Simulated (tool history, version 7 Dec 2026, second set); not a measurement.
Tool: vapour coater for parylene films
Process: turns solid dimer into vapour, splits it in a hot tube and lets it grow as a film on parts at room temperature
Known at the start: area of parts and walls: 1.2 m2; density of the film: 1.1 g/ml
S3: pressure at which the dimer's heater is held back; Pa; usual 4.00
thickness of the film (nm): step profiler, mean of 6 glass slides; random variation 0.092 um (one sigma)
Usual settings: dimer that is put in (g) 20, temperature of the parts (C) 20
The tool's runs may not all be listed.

{"run": 1, "hour": 0.0, "dimer that is put in (g)": 20, "temperature of the parts (C)": 20, "S3": 4.0, "thickness of the film (nm)": 10540}
{"run": 2, "hour": 19.0, "dimer that is put in (g)": 9, "temperature of the parts (C)": 20, "S3": 4.0, "thickness of the film (nm)": 4750}
{"run": 3, "hour": 34.7, "dimer that is put in (g)": 16, "temperature of the parts (C)": 20, "S3": 4.0, "thickness of the film (nm)": 8390}
{"run": 4, "hour": 53.3, "dimer that is put in (g)": 16, "temperature of the parts (C)": 20, "S3": 4.0, "thickness of the film (nm)": 8540}
{"run": 5, "hour": 63.7, "dimer that is put in (g)": 20, "temperature of the parts (C)": 20, "S3": 4.0, "thickness of the film (nm)": 10470}
{"run": 6, "hour": 77.8, "dimer that is put in (g)": 20, "temperature of the parts (C)": 20, "S3": 4.0, "thickness of the film (nm)": 10390}
{"run": 7, "hour": 87.9, "dimer that is put in (g)": 20, "temperature of the parts (C)": 20, "S3": 4.0, "thickness of the film (nm)": 10510}
{"run": 8, "hour": 106.2, "dimer that is put in (g)": 20, "temperature of the parts (C)": 20, "S3": 4.0, "thickness of the film (nm)": 10330}
{"run": 9, "hour": 119.9, "dimer that is put in (g)": 20, "temperature of the parts (C)": 14, "S3": 4.0, "thickness of the film (nm)": 13220}
{"run": 10, "hour": 133.3, "dimer that is put in (g)": 20, "temperature of the parts (C)": 14, "S3": 4.0, "thickness of the film (nm)": 13240}
{"run": 11, "hour": 151.4, "dimer that is put in (g)": 20, "temperature of the parts (C)": 20, "S3": 4.0, "thickness of the film (nm)": 10330}
{"run": 12, "hour": 160.4, "dimer that is put in (g)": 20, "temperature of the parts (C)": 20, "S3": 2.73, "thickness of the film (nm)": 10770}
{"run": 13, "hour": 179.5, "dimer that is put in (g)": 20, "temperature of the parts (C)": 20, "S3": 4.0, "thickness of the film (nm)": 10420}
{"run": 14, "hour": 188.1, "dimer that is put in (g)": 20, "temperature of the parts (C)": 20, "S3": 5.49, "thickness of the film (nm)": 10000}
{"run": 15, "hour": 196.7, "dimer that is put in (g)": 20, "temperature of the parts (C)": 20, "S3": 5.49, "thickness of the film (nm)": 9840}
{"run": 16, "hour": 209.6, "dimer that is put in (g)": 20, "temperature of the parts (C)": 26, "S3": 4.0, "thickness of the film (nm)": 7850}
{"run": 17, "hour": 220.6, "dimer that is put in (g)": 20, "temperature of the parts (C)": 24, "S3": 4.0, "thickness of the film (nm)": 8450}
{"run": 18, "hour": 229.0, "dimer that is put in (g)": 20, "temperature of the parts (C)": 20, "S3": 8.75, "thickness of the film (nm)": 9350}
{"run": 19, "hour": 243.6, "dimer that is put in (g)": 20, "temperature of the parts (C)": 20, "S3": 3.6, "thickness of the film (nm)": 10320}
{"run": 20, "hour": 259.1, "dimer that is put in (g)": 20, "temperature of the parts (C)": 20, "S3": 3.6, "thickness of the film (nm)": 10360}
{"run": 21, "hour": 273.7, "dimer that is put in (g)": 20, "temperature of the parts (C)": 20, "S3": 3.6, "thickness of the film (nm)": 10190}
{"run": 22, "hour": 292.2, "dimer that is put in (g)": 20, "temperature of the parts (C)": 20, "S3": 4.0, "thickness of the film (nm)": 9970}
{"run": 23, "hour": 304.5, "dimer that is put in (g)": 20, "temperature of the parts (C)": 12, "S3": 4.0, "thickness of the film (nm)": 12830}
{"run": 24, "hour": 312.4, "dimer that is put in (g)": 20, "temperature of the parts (C)": 15, "S3": 4.0, "thickness of the film (nm)": 12500}
{"run": 25, "hour": 329.9, "dimer that is put in (g)": 20, "temperature of the parts (C)": 15, "S3": 4.0, "thickness of the film (nm)": 12260}
{"run": 26, "hour": 351.7, "dimer that is put in (g)": 16, "temperature of the parts (C)": 24, "S3": 11.15, "thickness of the film (nm)": 5760}
{"run": 27, "hour": 365.6, "dimer that is put in (g)": 9, "temperature of the parts (C)": 27, "S3": 11.15, "thickness of the film (nm)": 2790}
{"run": 28, "hour": 384.6, "dimer that is put in (g)": 9, "temperature of the parts (C)": 27, "S3": 2.83, "thickness of the film (nm)": 3930}
{"run": 29, "hour": 394.6, "dimer that is put in (g)": 9, "temperature of the parts (C)": 27, "S3": 2.83, "thickness of the film (nm)": 3890}
{"run": 30, "hour": 405.2, "dimer that is put in (g)": 9, "temperature of the parts (C)": 27, "S3": 2.83, "thickness of the film (nm)": 3890}
{"run": 31, "hour": 416.0, "dimer that is put in (g)": 16, "temperature of the parts (C)": 21, "S3": 3.23, "thickness of the film (nm)": 8760}
{"run": 32, "hour": 424.5, "dimer that is put in (g)": 15, "temperature of the parts (C)": 13, "S3": 3.23, "thickness of the film (nm)": 11030}
{"run": 33, "hour": 441.0, "dimer that is put in (g)": 20, "temperature of the parts (C)": 20, "S3": 11.1, "thickness of the film (nm)": 10140}
{"run": 34, "hour": 456.9, "dimer that is put in (g)": 25, "temperature of the parts (C)": 24, "S3": 2.72, "thickness of the film (nm)": 12230}
{"run": 35, "hour": 469.7, "dimer that is put in (g)": 25, "temperature of the parts (C)": 24, "S3": 2.72, "thickness of the film (nm)": 12150}
{"run": 36, "hour": 488.3, "dimer that is put in (g)": 25, "temperature of the parts (C)": 24, "S3": 2.72, "thickness of the film (nm)": 12170}
{"run": 37, "hour": 498.9, "dimer that is put in (g)": 9, "temperature of the parts (C)": 20, "S3": 11.0, "thickness of the film (nm)": 4450}
{"run": 38, "hour": 517.4, "dimer that is put in (g)": 20, "temperature of the parts (C)": 20, "S3": 2.74, "thickness of the film (nm)": 11510}
{"run": 39, "hour": 532.6, "dimer that is put in (g)": 31, "temperature of the parts (C)": 20, "S3": 2.74, "thickness of the film (nm)": 17770}
{"run": 40, "hour": 543.8, "dimer that is put in (g)": 16, "temperature of the parts (C)": 27, "S3": 4.76, "thickness of the film (nm)": 6410}
{"run": 41, "hour": 552.1, "dimer that is put in (g)": 16, "temperature of the parts (C)": 25, "S3": 2.67, "thickness of the film (nm)": 7370}
{"run": 42, "hour": 569.3, "dimer that is put in (g)": 24, "temperature of the parts (C)": 26, "S3": 11.0, "thickness of the film (nm)": 9160}
{"run": 43, "hour": 586.2, "dimer that is put in (g)": 14, "temperature of the parts (C)": 20, "S3": 3.82, "thickness of the film (nm)": 7710}
{"run": 44, "hour": 604.0, "dimer that is put in (g)": 16, "temperature of the parts (C)": 26, "S3": 7.27, "thickness of the film (nm)": 6350}
{"run": 45, "hour": 619.7, "dimer that is put in (g)": 16, "temperature of the parts (C)": 26, "S3": 2.02, "thickness of the film (nm)": 7210}
{"run": 46, "hour": 635.3, "dimer that is put in (g)": 30, "temperature of the parts (C)": 20, "S3": 2.02, "thickness of the film (nm)": 17500}
{"run": 47, "hour": 643.1, "dimer that is put in (g)": 30, "temperature of the parts (C)": 20, "S3": 2.02, "thickness of the film (nm)": 17850}

Not shown: 2 entries that the log had between the listed runs. Between which runs, and how does the tool's hidden state differ before and after?
Between runs 25 and 26: trap's valve overhauled (hour 347.7)
  vapour lost through the trap's worn valve, %: 13.2 -> 17.3; true temperature of the parts over the reading, C: -0.38 -> -0.39
  measured less the result without the state, thickness of the film (nm): -1620 -> -1090
Between runs 27 and 28: trap's valve overhauled, once more (hour 381.7)
  vapour lost through the trap's worn valve, %: 17.6 -> 0.4; true temperature of the parts over the reading, C: -0.39 -> -0.4
  measured less the result without the state, thickness of the film (nm): -540 -> +60
